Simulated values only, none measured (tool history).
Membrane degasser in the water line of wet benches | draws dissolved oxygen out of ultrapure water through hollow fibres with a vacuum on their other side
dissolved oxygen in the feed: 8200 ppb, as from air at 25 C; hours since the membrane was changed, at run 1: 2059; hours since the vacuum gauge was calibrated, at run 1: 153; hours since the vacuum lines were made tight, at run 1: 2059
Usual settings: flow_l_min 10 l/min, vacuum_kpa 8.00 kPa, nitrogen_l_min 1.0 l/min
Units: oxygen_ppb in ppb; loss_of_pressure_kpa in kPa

run	hour	flow_l_min	vacuum_kpa	nitrogen_l_min	hours since the membrane was changed	hours since the vacuum gauge was calibrated	hours since the vacuum lines were made tight	oxygen_ppb	loss_of_pressure_kpa
1	0.0	10	8.00	1.0	2059	153	2059	118.0	42.69
2	122.1	10	8.00	1.0	2182	275	2182	121.0	42.76
3	248.7	7	8.00	1.0	2308	401	2308	83.3	29.72
4	396.3	10	8.00	1.0	2456	549	2456	118.9	42.84
5	555.1	10	8.00	1.0	2615	708	2615	119.0	42.96
6	669.5	10	8.00	1.0	2729	822	2729	119.5	43.12
7	795.6	10	8.00	1.6	2855	948	2855	78.8	43.11
8	905.5	10	8.00	1.6	2965	1058	2965	80.8	43.23
9	1000.6	10	8.00	1.6	3060	1153	3060	81.7	43.00
10	1097.5	10	8.00	1.0	3157	1250	3157	122.0	42.90
11	1241.3	10	8.00	1.0	3301	1394	3301	124.1	42.97
12	1310.5	10	8.00	1.0	3370	1463	3370	122.1	43.28
13	1451.4	10	8.00	1.0	3511	1604	3511	122.2	42.97
14	1605.6	10	8.00	1.0	3665	1758	3665	123.4	43.24
15	1689.3	10	8.00	1.0	3749	1842	3749	124.9	43.38
16	1836.8	10	8.00	1.0	3896	1989	3896	124.9	43.25
17	1912.2	12	8.00	1.0	3972	2065	3972	150.0	51.43

Forecast run 18:
18	1999.9	12	17.21	1.0	4059	2152	4059	?	?

{"run 18": {"oxygen_ppb": 397.3, "loss_of_pressure_kpa": 51.84}}
Without the tool's hidden state the same run would have given oxygen_ppb 386.7 ppb, loss_of_pressure_kpa 50.70 kPa.

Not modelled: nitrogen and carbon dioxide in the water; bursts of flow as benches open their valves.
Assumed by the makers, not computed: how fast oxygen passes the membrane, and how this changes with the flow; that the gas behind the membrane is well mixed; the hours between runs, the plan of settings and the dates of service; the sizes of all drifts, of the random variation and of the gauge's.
